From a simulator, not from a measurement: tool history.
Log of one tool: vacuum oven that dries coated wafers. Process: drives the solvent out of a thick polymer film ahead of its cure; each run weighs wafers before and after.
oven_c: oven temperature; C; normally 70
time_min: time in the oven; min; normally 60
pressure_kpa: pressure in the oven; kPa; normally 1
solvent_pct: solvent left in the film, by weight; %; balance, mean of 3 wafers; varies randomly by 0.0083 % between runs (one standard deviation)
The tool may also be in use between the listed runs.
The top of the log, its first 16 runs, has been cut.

run   hour  oven_c  time_min  pressure_kpa  hours of work since the thermocouples were calibrated  hours of work since the vacuum gauge was cleaned of residue  solvent_pct
 17  516.5      79        32             1                                                    805                                                         1115        1.964
 18  549.3      79        32             1                                                    827                                                         1137        1.965
 19  584.2      70        60             1                                                    850                                                         1160        2.096
 20  613.5      70        89             1                                                    870                                                         1180        1.341
 21  657.9      70        89             1                                                    899                                                         1209        1.359
 22  688.8      74        60             1                                                    920                                                         1230        1.409
 23  729.3      74        60             1                                                    947                                                         1257        1.403
 24  760.3      65        64          1.47                                                    967                                                         1277         3.43
 25  786.6      65        50          1.47                                                    985                                                         1295        4.209
 26  808.8      76        60          0.58                                                   1000                                                         1310        0.903
 27    848      62        87          3.93                                                   1026                                                         1336        5.662
 28  873.5      74        60          1.57                                                   1043                                                         1353        1.759
 29  920.8      74        67          1.57                                                   1074                                                         1384        1.602
 30  946.2      74        67          1.57                                                   1091                                                         1401        1.604

What will run 31 give?
 31   986      66        37          0.56                                                   1118                                                         1427            ?

{"run 31": {"solvent_pct": 4.376}}
If the tool had no hidden condition, the same run with the same run-to-run variation would have returned solvent_pct 4.472 %.

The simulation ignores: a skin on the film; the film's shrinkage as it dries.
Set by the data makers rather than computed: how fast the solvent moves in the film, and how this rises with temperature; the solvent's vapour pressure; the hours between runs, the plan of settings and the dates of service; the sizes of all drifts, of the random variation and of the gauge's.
